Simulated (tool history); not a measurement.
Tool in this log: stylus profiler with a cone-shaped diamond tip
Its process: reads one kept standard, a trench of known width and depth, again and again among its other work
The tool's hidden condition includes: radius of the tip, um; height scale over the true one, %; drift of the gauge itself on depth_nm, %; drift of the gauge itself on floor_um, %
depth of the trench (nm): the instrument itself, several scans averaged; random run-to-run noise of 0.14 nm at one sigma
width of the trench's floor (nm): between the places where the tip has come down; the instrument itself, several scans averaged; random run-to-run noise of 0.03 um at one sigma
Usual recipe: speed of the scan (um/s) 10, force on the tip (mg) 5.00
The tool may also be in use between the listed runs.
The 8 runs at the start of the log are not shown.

run	hour	speed of the scan (um/s)	force on the tip (mg)	scans with this tip	hours of work since the height scale was calibrated	depth of the trench (nm)	width of the trench's floor (nm)
9	203.1	10	2.48	3626	572	507.81	15150
10	227.8	25	5.00	3698	584	513.12	15050
11	257.3	10	5.89	3784	597	514.45	15050
12	281.0	10	3.66	3854	608	510.43	15070
13	316.2	10	3.66	3957	625	510.55	15050
14	348.8	13	3.66	4053	640	510.37	15100
# hour 351.7: height scale calibrated on a step standard
15	369.1	10	5.00	4111	8	512.58	15000
16	395.1	10	9.19	4187	20	519.60	14980
17	413.5	10	9.19	4241	29	519.80	15000
18	442.4	11	3.34	4326	42	509.43	15020
19	474.7	11	5.21	4420	57	512.82	14940
20	498.7	31	8.36	4491	68	518.02	14930
21	532.1	24	3.02	4588	83	508.83	14970
# hour 556.0: height scale calibrated on a step standard, once more
22	567.5	4	12.75	4691	5	525.62	14990
23	588.0	4	12.75	4751	15	525.42	14950
24	610.4	4	12.75	4817	25	525.06	14930
25	636.0	4	12.75	4892	37	525.51	14890
26	658.2	3	9.97	4957	47	521.55	14880
27	691.0	14	4.42	5053	62	512.45	14880
28	722.4	14	4.42	5145	77	512.73	14870
29	741.7	14	4.42	5202	86	512.41	14880
30	766.6	10	3.77	5275	97	511.16	14840

Below are 4 alternative next runs, each starting from the tool's condition after run 30. Predict each:
A	797.2	5	5.00	5364	112	?	?
B	797.2	4	2.00	5364	112	?	?
C	797.2	5	5.00	5364	112	?	?
D	797.2	3	3.78	5364	112	?	?

run	depth of the trench (nm)	width of the trench's floor (nm)
A	513.81	14870
B	507.45	14860
C	513.61	14880
D	511.47	14850
Stripped of hidden state, with their random variation kept, the same runs would have yielded:
run	depth of the trench (nm)	width of the trench's floor (nm)
A	513.68	15660
B	507.33	15650
C	513.48	15670
D	511.35	15640
